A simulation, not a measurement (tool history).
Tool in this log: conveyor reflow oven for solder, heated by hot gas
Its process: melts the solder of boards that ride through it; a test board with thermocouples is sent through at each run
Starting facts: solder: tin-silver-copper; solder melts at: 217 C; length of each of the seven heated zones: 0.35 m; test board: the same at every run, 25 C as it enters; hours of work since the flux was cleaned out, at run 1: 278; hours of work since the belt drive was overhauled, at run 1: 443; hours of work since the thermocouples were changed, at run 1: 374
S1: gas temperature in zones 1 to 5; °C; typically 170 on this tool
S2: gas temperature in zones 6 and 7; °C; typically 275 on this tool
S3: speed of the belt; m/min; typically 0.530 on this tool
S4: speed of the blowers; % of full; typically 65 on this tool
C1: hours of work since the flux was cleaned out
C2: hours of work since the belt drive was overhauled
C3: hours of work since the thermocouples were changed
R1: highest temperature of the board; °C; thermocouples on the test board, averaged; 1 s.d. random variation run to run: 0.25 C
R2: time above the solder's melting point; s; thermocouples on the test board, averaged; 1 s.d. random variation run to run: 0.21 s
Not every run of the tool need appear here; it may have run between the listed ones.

| run | hour | S1 | S2 | S3 | S4 | C1 | C2 | C3 | R1 | R2 |
|---|---|---|---|---|---|---|---|---|---|---|
| 1 | 0.0 | 170 | 275 | 0.530 | 65 | 278 | 443 | 374 | 256.2 | 60.9 |
| 2 | 40.9 | 170 | 275 | 0.530 | 65 | 308 | 472 | 403 | 255.6 | 60.4 |
| 3 | 77.5 | 170 | 275 | 0.530 | 76 | 334 | 499 | 429 | 258.5 | 63.0 |
| 4 | 105.3 | 170 | 275 | 0.530 | 65 | 354 | 518 | 449 | 255.6 | 60.4 |
| 5 | 140.0 | 170 | 275 | 0.530 | 65 | 379 | 543 | 474 | 255.2 | 60.2 |
| 6 | 167.1 | 170 | 275 | 0.530 | 65 | 399 | 563 | 494 | 255.2 | 60.1 |
| 7 | 225.4 | 170 | 275 | 0.530 | 65 | 441 | 605 | 536 | 255.0 | 59.7 |
|  | 266.5 | flux residue cleaned out of gas plates and filters |
| 8 | 284.1 | 170 | 275 | 0.530 | 65 | 13 | 644 | 574 | 257.8 | 62.2 |
| 9 | 312.5 | 170 | 275 | 0.530 | 65 | 33 | 664 | 595 | 257.2 | 62.2 |
| 10 | 353.6 | 170 | 275 | 0.530 | 71 | 63 | 694 | 624 | 258.3 | 63.6 |
| 11 | 387.7 | 170 | 275 | 0.530 | 71 | 87 | 718 | 649 | 258.3 | 63.1 |
| 12 | 429.0 | 170 | 275 | 0.530 | 71 | 117 | 748 | 679 | 258.2 | 63.6 |
| 13 | 460.9 | 170 | 275 | 0.530 | 70 | 140 | 771 | 702 | 257.8 | 62.8 |
| 14 | 505.2 | 170 | 275 | 0.530 | 70 | 172 | 803 | 734 | 257.8 | 62.4 |
| 15 | 565.0 | 170 | 275 | 0.530 | 70 | 215 | 846 | 777 | 257.2 | 62.4 |
| 16 | 617.6 | 170 | 275 | 0.530 | 70 | 253 | 884 | 815 | 256.9 | 62.2 |

Run 17 is up next; what results do you expect?
| 17 | 669.1 | 160 | 270 | 0.515 | 65 | 290 | 921 | 852 | ? | ? |

R1: 250.1 °C
R2: 55.3 s
Had the tool carried no hidden state, the very same run would have given R1 253.2 °C, R2 57.3 s.

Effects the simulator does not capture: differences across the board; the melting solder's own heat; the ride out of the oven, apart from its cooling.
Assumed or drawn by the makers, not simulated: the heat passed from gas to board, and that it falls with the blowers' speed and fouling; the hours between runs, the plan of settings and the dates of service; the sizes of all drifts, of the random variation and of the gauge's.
